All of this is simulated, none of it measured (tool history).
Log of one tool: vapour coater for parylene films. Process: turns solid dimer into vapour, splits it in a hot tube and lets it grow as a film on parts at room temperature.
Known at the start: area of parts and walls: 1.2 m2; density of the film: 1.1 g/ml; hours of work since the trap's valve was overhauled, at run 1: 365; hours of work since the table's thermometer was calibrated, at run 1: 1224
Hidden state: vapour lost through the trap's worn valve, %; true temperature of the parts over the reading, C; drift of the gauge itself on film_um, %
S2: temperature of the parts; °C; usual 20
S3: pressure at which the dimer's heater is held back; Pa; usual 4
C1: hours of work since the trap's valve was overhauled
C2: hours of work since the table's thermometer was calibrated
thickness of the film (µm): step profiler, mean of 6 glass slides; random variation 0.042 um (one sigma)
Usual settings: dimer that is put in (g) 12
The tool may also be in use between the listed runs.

run 1 hour=0 | dimer_that_is_put_in_(g)=12 S2=20 S3=4 | C1=365 C2=1224 | thickness_of_the_film_(µm)=6.41
run 2 hour=52.7 | dimer_that_is_put_in_(g)=12 S2=20 S3=4 | C1=398 C2=1258 | thickness_of_the_film_(µm)=6.42
run 3 hour=93.4 | dimer_that_is_put_in_(g)=12 S2=20 S3=4 | C1=424 C2=1284 | thickness_of_the_film_(µm)=6.4
run 4 hour=143.1 | dimer_that_is_put_in_(g)=12 S2=20 S3=4 | C1=456 C2=1316 | thickness_of_the_film_(µm)=6.37
-- hour=184.5 trap's valve overhauled
run 5 hour=197.5 | dimer_that_is_put_in_(g)=12 S2=20 S3=4 | C1=8 C2=1348 | thickness_of_the_film_(µm)=6.39
run 6 hour=230.3 | dimer_that_is_put_in_(g)=12 S2=20 S3=4 | C1=29 C2=1369 | thickness_of_the_film_(µm)=6.38
run 7 hour=273.1 | dimer_that_is_put_in_(g)=10 S2=19 S3=8.21 | C1=57 C2=1396 | thickness_of_the_film_(µm)=5.06
run 8 hour=318.5 | dimer_that_is_put_in_(g)=10 S2=22 S3=2.96 | C1=86 C2=1425 | thickness_of_the_film_(µm)=5.33
run 9 hour=357.3 | dimer_that_is_put_in_(g)=8 S2=14 S3=7.5 | C1=111 C2=1450 | thickness_of_the_film_(µm)=4.54
run 10 hour=388.8 | dimer_that_is_put_in_(g)=10 S2=25 S3=7.58 | C1=131 C2=1471 | thickness_of_the_film_(µm)=4.42
run 11 hour=414.4 | dimer_that_is_put_in_(g)=8 S2=14 S3=9.86 | C1=147 C2=1487 | thickness_of_the_film_(µm)=4.41

The next listed run, before its measurement:
run 12 hour=465.2 | dimer_that_is_put_in_(g)=11 S2=17 S3=8.86 | C1=180 C2=1520 | thickness_of_the_film_(µm)=?

thickness of the film (µm): 5.72
Without the tool's hidden state the same run would have given thickness of the film (µm) 5.73.
